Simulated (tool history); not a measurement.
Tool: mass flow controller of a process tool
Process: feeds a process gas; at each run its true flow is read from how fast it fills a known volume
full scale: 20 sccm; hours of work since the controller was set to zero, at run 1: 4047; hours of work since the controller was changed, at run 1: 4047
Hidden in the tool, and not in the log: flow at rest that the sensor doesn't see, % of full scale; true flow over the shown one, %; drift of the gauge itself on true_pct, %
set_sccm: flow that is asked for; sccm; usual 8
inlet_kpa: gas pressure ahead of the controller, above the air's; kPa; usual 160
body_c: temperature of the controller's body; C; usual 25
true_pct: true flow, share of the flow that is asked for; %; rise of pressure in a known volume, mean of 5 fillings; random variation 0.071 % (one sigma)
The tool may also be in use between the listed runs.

run    hour  set_sccm  inlet_kpa  body_c  hours of work since the controller was set to zero  hours of work since the controller was changed  true_pct
  1       0         8        160      25                                                4047                                            4047     99.75
  2   119.5         8        160      25                                                4136                                            4136     99.68
  3   260.2         8        176      25                                                4240                                            4240     99.59
      324.5  -- controller's zero set anew
  4   376.4         8        176      25                                                  39                                            4326     99.41
  5   440.2         8        176      25                                                  86                                            4373     99.52
  6   532.2         8        176      25                                                 154                                            4441     99.43
  7   605.1         8        160      39                                                 208                                            4495     97.78
  8   751.6         8        160      39                                                 317                                            4604     97.64
  9   820.7         8        160      39                                                 368                                            4655     97.76
 10   938.6         8        165      25                                                 455                                            4743     99.11
 11    1059         8        165      25                                                 545                                            4832     98.96
 12  1142.5         8        160      39                                                 607                                            4894     97.38
 13  1222.6         8        160      39                                                 666                                            4953     97.25
 14  1288.6         8        160      39                                                 715                                            5002     97.34
 15  1380.9         8        159      25                                                 783                                            5070      98.8
 16  1467.6         8        160      25                                                 848                                            5135     98.68
 17  1614.7         8        160      27                                                 957                                            5244     98.34
 18  1759.3         8        160      27                                                1064                                            5351     98.19
 19    1895         8        248      25                                                1164                                            5452     98.06
 20  1966.7         8        248      26                                                1218                                            5505     97.97
 21  2055.4         8        160      20                                                1283                                            5571     98.66
 22  2150.1         8        160      20                                                1354                                            5641     98.65
 23  2289.5         8        160      25                                                1457                                            5744     98.16
 24  2369.5         8        199      25                                                1516                                            5803     97.92
 25  2434.6         8        199      25                                                1565                                            5852     97.92
 26  2571.6        17        160      25                                                1666                                            5953     98.03
 27  2668.2         2        163      25                                                1738                                            6025     97.66
 28  2812.7        15        155      39                                                1845                                            6132     96.43
 29  2884.6         3        187      37                                                1898                                            6185     96.08
 30  3029.9         3        187      37                                                2006                                            6293     95.97
 31    3115         3        194      37                                                2069                                            6356     96.01
 32  3225.2         3        194      31                                                2151                                            6438     96.48
       3238  -- gauge calibrated
 33  3299.3         3        194      31                                                2206                                            6493     98.78
 34  3363.2         8        195      27                                                2253                                            6540     99.45
 35  3449.4         3        164      27                                                2317                                            6604     99.28
 36  3539.3         8        256      32                                                2384                                            6671     98.61
 37  3653.9         5        259      25                                                2469                                            6756     99.06
 38  3770.9         2        191      32                                                2555                                            6842     98.42
 39  3842.7         4        233      30                                                2609                                            6896     98.55
 40  3939.5         4        233      30                                                2680                                            6967     98.46
 41  4057.3         4        233      30                                                2768                                            7055     98.44
 42  4138.6        12        233      30                                                2828                                            7115     98.42
 43  4222.3        12        233      35                                                2890                                            7177     97.91
 44  4337.3        12        233      35                                                2975                                            7262     97.76
 45  4442.3        12        233      35                                                3053                                            7340     97.78
 46  4523.5         5        160      33                                                3113                                            7400     97.86
 47  4621.9         3        160      25                                                3186                                            7473     98.54
 48  4750.2         6        200      25                                                3281                                            7569     98.56
 49  4842.1         6        200      25                                                3350                                            7637     98.35

The same runs without the tool's hidden state, with the same run-to-run variation:
run  true_pct
  1     99.74
  2     99.76
  3     99.78
  4     99.69
  5     99.85
  6     99.83
  7     98.23
  8     98.19
  9     98.37
 10     99.82
 11     99.77
 12     98.23
 13     98.17
 14      98.3
 15     99.84
 16     99.79
 17     99.56
 18     99.52
 19     99.49
 20     99.46
 21    100.22
 22    100.29
 23      99.9
 24     99.72
 25     99.76
 26     99.99
 27     99.67
 28     98.54
 29     98.23
 30     98.23
 31     98.33
 32      98.9
 33     98.81
 34     99.53
 35     99.43
 36     98.83
 37     99.36
 38      98.8
 39     98.99
 40     98.98
 41     99.05
 42     99.09
 43     98.64
 44     98.58
 45     98.68
 46     98.82
 47     99.57
 48      99.7
 49     99.56
